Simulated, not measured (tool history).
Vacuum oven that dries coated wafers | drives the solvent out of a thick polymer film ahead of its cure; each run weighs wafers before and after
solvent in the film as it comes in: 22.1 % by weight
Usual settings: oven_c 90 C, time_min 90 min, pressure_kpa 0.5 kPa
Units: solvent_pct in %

run	hour	oven_c	time_min	pressure_kpa	solvent_pct
1	0	90	90	0.5	2.56
2	36.3	90	90	0.332	2.54
3	70.9	90	90	0.332	2.53
4	114.1	90	90	0.332	2.59
5	134.7	90	90	0.497	2.66
6	162.3	90	64	0.5	4.38
7	201	90	64	0.5	4.5
8	236.4	90	64	0.5	4.65

Run 9 comes next. What will it give?
# hour 242.3: oven's thermocouples calibrated
9	268.5	90	64	0.5	?

Run 9 gave solvent_pct 4.6 %.
Without the tool's hidden state the same run would have given solvent_pct 4.08 %.
